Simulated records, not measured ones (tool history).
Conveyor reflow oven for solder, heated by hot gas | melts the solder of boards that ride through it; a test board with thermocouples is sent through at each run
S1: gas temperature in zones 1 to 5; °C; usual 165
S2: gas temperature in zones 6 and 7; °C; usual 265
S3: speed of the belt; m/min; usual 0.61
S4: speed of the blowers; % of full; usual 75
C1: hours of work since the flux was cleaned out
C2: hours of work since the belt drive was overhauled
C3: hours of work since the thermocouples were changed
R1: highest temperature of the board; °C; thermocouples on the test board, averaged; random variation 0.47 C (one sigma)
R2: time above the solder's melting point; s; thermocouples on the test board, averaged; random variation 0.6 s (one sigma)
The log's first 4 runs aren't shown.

run    day   S1   S2     S3  S4   C1   C2  C3     R1    R2
  5  1.583  165  265   0.61  75  281  274  10  251.2  55.5
  6  2.058  165  265   0.61  75  287  279  15  251.4  56.9
  7  2.367  165  261   0.61  75  291  283  19  247.8  53.3
  8  2.821  165  261   0.61  86  296  289  24  249.4    56
  9  3.058  165  261   0.61  86  299  291  27  249.5  55.1
 10  3.467  165  261   0.61  86  304  296  32  250.1  55.7
 11   3.85  165  261   0.61  86  308  301  37  251.1    56
 12  4.283  165  261   0.61  86  314  306  42  250.2  56.4
 13  4.558  165  261   0.61  86  317  309  45  248.8  55.6
 14   5.05  165  261   0.61  86  323  315  51    250  56.5
 15  5.467  165  273   0.61  75  328  320  56  257.9  60.7
 16  6.004  161  267   0.61  75  334  327  63  252.7  55.3
 17  6.521  178  263  0.662  78  341  333  69  249.4    55
 18  6.792  178  263  0.662  78  344  336  72    250  54.3
     7.088  -- flux residue cleaned out of gas plates and filters
 19  7.221  178  263  0.662  55    2  339  75  243.4  46.2
 20    7.7  178  262  0.645  55    7  345  81  243.4  48.3
 21  7.938  164  265  0.505  75   10  347  83  255.6  73.9
 22  8.333  165  268  0.529  52   15  352  88  251.3  64.7
 23  8.562  179  265   0.61  76   18  355  91    254  63.3

Forecast run 24:
 24  8.788  179  265  0.61  76  20  358  94   ?   ?

Run 24 gave R1 253.6 °C, R2 62.5 s.
Without the tool's hidden state the same run would have given R1 253.6 °C, R2 62.4 s.
